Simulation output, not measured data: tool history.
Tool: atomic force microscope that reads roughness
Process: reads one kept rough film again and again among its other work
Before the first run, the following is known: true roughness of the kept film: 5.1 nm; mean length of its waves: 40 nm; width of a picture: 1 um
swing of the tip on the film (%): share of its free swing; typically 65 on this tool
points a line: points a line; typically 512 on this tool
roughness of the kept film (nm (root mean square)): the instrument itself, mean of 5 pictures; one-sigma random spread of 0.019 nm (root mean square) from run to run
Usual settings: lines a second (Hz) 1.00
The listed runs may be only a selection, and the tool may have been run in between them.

run   hour  lines a second (Hz)  swing of the tip on the film (%)  points a line  roughness of the kept film (nm (root mean square))
  1    0.0                 1.00                                65            512                                               4.013
  2   23.1                 1.00                                65            512                                               3.903
      44.6  -- new tip fitted
  3   53.8                 1.00                                65            512                                               4.448
  4   84.6                 1.00                                71            512                                               4.117
  5  100.6                 1.46                                65            512                                               3.954
  6  119.1                 1.00                                59            512                                               4.062
  7  147.6                 1.98                                59            412                                               3.729
     166.1  -- new tip fitted
  8  178.0                 3.67                                59            784                                               4.132
  9  194.4                 3.67                                59            784                                               4.018

What does the tool deliver on the next run?
 10  210.7                 1.88                                75            973                                                   ?

roughness of the kept film (nm (root mean square)): 3.719
Were there no unlogged condition in the tool, this run, its random variation unchanged, would have produced roughness of the kept film (nm (root mean square)) 4.067.
